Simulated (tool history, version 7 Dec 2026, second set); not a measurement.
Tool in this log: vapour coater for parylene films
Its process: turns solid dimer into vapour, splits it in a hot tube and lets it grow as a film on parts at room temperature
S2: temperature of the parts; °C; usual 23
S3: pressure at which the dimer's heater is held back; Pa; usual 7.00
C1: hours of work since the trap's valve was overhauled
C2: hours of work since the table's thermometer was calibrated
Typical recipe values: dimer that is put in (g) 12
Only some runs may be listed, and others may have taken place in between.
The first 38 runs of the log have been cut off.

run 39 hour=604.2 | dimer_that_is_put_in_(g)=12 S2=27 S3=8.28 | C1=426 C2=1243 | thickness_of_the_film_(µm)=2.04
run 40 hour=626.1 | dimer_that_is_put_in_(g)=12 S2=27 S3=8.28 | C1=445 C2=1262 | thickness_of_the_film_(µm)=2.08
-- hour=636.0 trap's valve overhauled
run 41 hour=648.5 | dimer_that_is_put_in_(g)=12 S2=27 S3=8.28 | C1=11 C2=1277 | thickness_of_the_film_(µm)=2.28
run 42 hour=661.7 | dimer_that_is_put_in_(g)=7 S2=27 S3=5.57 | C1=22 C2=1289 | thickness_of_the_film_(µm)=1.37
run 43 hour=683.6 | dimer_that_is_put_in_(g)=18 S2=17 S3=8.12 | C1=41 C2=1308 | thickness_of_the_film_(µm)=4.13
run 44 hour=696.4 | dimer_that_is_put_in_(g)=5 S2=22 S3=3.61 | C1=52 C2=1319 | thickness_of_the_film_(µm)=1.11
run 45 hour=708.4 | dimer_that_is_put_in_(g)=12 S2=25 S3=3.39 | C1=63 C2=1329 | thickness_of_the_film_(µm)=2.45
run 46 hour=729.2 | dimer_that_is_put_in_(g)=12 S2=25 S3=3.39 | C1=81 C2=1347 | thickness_of_the_film_(µm)=2.49
run 47 hour=741.7 | dimer_that_is_put_in_(g)=12 S2=33 S3=7.00 | C1=91 C2=1358 | thickness_of_the_film_(µm)=2.05

Consider 4 possible next runs. They are alternatives, not a sequence: every one starts from the tool as it was left by run 47. What does each give?
run A hour=764.1 | dimer_that_is_put_in_(g)=12 S2=33 S3=9.64 | C1=111 C2=1377 | thickness_of_the_film_(µm)=?
run B hour=764.1 | dimer_that_is_put_in_(g)=6 S2=22 S3=7.00 | C1=111 C2=1377 | thickness_of_the_film_(µm)=?
run C hour=764.1 | dimer_that_is_put_in_(g)=5 S2=26 S3=6.30 | C1=111 C2=1377 | thickness_of_the_film_(µm)=?
run D hour=764.1 | dimer_that_is_put_in_(g)=12 S2=16 S3=7.76 | C1=111 C2=1377 | thickness_of_the_film_(µm)=?

run=A thickness_of_the_film_(µm)=1.96
run=B thickness_of_the_film_(µm)=1.24
run=C thickness_of_the_film_(µm)=0.94
run=D thickness_of_the_film_(µm)=2.74
What these runs would have given with no unlogged condition in the tool:
run=A thickness_of_the_film_(µm)=2.07
run=B thickness_of_the_film_(µm)=1.31
run=C thickness_of_the_film_(µm)=1.00
run=D thickness_of_the_film_(µm)=2.90
